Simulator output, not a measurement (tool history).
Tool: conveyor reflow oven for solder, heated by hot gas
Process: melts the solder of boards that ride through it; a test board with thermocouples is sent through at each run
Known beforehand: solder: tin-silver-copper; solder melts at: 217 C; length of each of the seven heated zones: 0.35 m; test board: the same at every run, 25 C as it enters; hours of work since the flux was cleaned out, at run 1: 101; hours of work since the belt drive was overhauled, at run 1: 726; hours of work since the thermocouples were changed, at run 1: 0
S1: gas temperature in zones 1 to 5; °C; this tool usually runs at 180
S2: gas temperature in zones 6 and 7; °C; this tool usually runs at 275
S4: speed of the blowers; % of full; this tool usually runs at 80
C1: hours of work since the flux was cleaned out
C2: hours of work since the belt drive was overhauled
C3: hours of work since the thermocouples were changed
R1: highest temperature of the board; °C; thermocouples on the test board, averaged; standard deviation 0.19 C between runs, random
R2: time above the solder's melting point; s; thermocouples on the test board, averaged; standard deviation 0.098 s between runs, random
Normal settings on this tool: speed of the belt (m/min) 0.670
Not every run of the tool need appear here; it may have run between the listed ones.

run 1 hour=0.0 | S1=180 S2=275 speed_of_the_belt_(m/min)=0.670 S4=80 | C1=101 C2=726 C3=0 | R1=259.1 R2=52.31
run 2 hour=26.0 | S1=180 S2=275 speed_of_the_belt_(m/min)=0.670 S4=80 | C1=114 C2=739 C3=13 | R1=258.9 R2=52.31
run 3 hour=52.0 | S1=180 S2=275 speed_of_the_belt_(m/min)=0.670 S4=75 | C1=127 C2=752 C3=26 | R1=257.9 R2=51.93
run 4 hour=88.0 | S1=180 S2=275 speed_of_the_belt_(m/min)=0.670 S4=80 | C1=145 C2=770 C3=44 | R1=258.7 R2=52.40
-- hour=129.3 flux residue cleaned out of gas plates and filters
run 5 hour=152.1 | S1=183 S2=275 speed_of_the_belt_(m/min)=0.670 S4=80 | C1=12 C2=800 C3=74 | R1=260.1 R2=54.09
run 6 hour=201.0 | S1=183 S2=275 speed_of_the_belt_(m/min)=0.670 S4=80 | C1=36 C2=825 C3=99 | R1=259.8 R2=54.15
run 7 hour=258.5 | S1=183 S2=275 speed_of_the_belt_(m/min)=0.670 S4=80 | C1=65 C2=854 C3=128 | R1=259.8 R2=53.99
run 8 hour=287.5 | S1=192 S2=275 speed_of_the_belt_(m/min)=0.670 S4=80 | C1=80 C2=869 C3=143 | R1=261.3 R2=57.69
-- hour=296.1 belt drive overhauled, speed set with a stopwatch
run 9 hour=342.2 | S1=192 S2=276 speed_of_the_belt_(m/min)=0.670 S4=80 | C1=106 C2=23 C3=168 | R1=262.4 R2=58.57
-- hour=400.3 belt drive overhauled, speed set with a stopwatch, once more
run 10 hour=401.1 | S1=180 S2=275 speed_of_the_belt_(m/min)=0.670 S4=52 | C1=133 C2=0 C3=196 | R1=252.7 R2=47.73
run 11 hour=448.4 | S1=183 S2=275 speed_of_the_belt_(m/min)=0.670 S4=80 | C1=157 C2=24 C3=220 | R1=258.9 R2=52.97
-- hour=466.2 flux residue cleaned out of gas plates and filters
run 12 hour=480.1 | S1=183 S2=275 speed_of_the_belt_(m/min)=0.670 S4=80 | C1=7 C2=38 C3=233 | R1=259.2 R2=53.10
run 13 hour=522.5 | S1=176 S2=269 speed_of_the_belt_(m/min)=0.644 S4=64 | C1=28 C2=59 C3=255 | R1=251.5 R2=48.38
run 14 hour=572.1 | S1=180 S2=269 speed_of_the_belt_(m/min)=0.670 S4=87 | C1=53 C2=84 C3=280 | R1=254.5 R2=50.11
run 15 hour=622.7 | S1=186 S2=279 speed_of_the_belt_(m/min)=0.634 S4=55 | C1=79 C2=110 C3=305 | R1=260.0 R2=57.16
run 16 hour=662.4 | S1=180 S2=275 speed_of_the_belt_(m/min)=0.728 S4=80 | C1=99 C2=130 C3=325 | R1=255.7 R2=46.00
run 17 hour=707.2 | S1=180 S2=275 speed_of_the_belt_(m/min)=0.728 S4=80 | C1=122 C2=152 C3=348 | R1=255.5 R2=46.04
run 18 hour=742.0 | S1=180 S2=284 speed_of_the_belt_(m/min)=0.670 S4=54 | C1=139 C2=170 C3=366 | R1=260.3 R2=51.95
run 19 hour=781.1 | S1=190 S2=284 speed_of_the_belt_(m/min)=0.703 S4=82 | C1=159 C2=190 C3=385 | R1=266.8 R2=55.67
-- hour=792.7 flux residue cleaned out of gas plates and filters
run 20 hour=815.6 | S1=173 S2=275 speed_of_the_belt_(m/min)=0.670 S4=54 | C1=12 C2=205 C3=400 | R1=252.0 R2=45.13
run 21 hour=853.0 | S1=173 S2=275 speed_of_the_belt_(m/min)=0.670 S4=52 | C1=30 C2=224 C3=419 | R1=251.6 R2=44.86
run 22 hour=905.7 | S1=173 S2=267 speed_of_the_belt_(m/min)=0.680 S4=52 | C1=57 C2=250 C3=446 | R1=244.2 R2=39.09
run 23 hour=964.3 | S1=173 S2=275 speed_of_the_belt_(m/min)=0.680 S4=69 | C1=87 C2=280 C3=475 | R1=254.7 R2=46.72
run 24 hour=1013.8 | S1=173 S2=275 speed_of_the_belt_(m/min)=0.680 S4=53 | C1=112 C2=305 C3=500 | R1=250.8 R2=43.72

4 ways to go on from here, each from the tool as it stands after run 24. What would each give?
run A hour=1055.2 | S1=173 S2=277 speed_of_the_belt_(m/min)=0.700 S4=53 | C1=133 C2=326 C3=521 | R1=? R2=?
run B hour=1055.2 | S1=180 S2=267 speed_of_the_belt_(m/min)=0.670 S4=80 | C1=133 C2=326 C3=521 | R1=? R2=?
run C hour=1055.2 | S1=192 S2=275 speed_of_the_belt_(m/min)=0.680 S4=53 | C1=133 C2=326 C3=521 | R1=? R2=?
run D hour=1055.2 | S1=180 S2=275 speed_of_the_belt_(m/min)=0.548 S4=68 | C1=133 C2=326 C3=521 | R1=? R2=?

run=A R1=251.1 R2=42.49
run=B R1=251.3 R2=48.32
run=C R1=254.7 R2=52.72
run=D R1=262.4 R2=66.30
The same runs, with their run-to-run variation unchanged, on a tool lacking any hidden condition would have given:
run=A R1=252.0 R2=42.92
run=B R1=252.2 R2=48.71
run=C R1=255.6 R2=52.96
run=D R1=263.3 R2=66.45

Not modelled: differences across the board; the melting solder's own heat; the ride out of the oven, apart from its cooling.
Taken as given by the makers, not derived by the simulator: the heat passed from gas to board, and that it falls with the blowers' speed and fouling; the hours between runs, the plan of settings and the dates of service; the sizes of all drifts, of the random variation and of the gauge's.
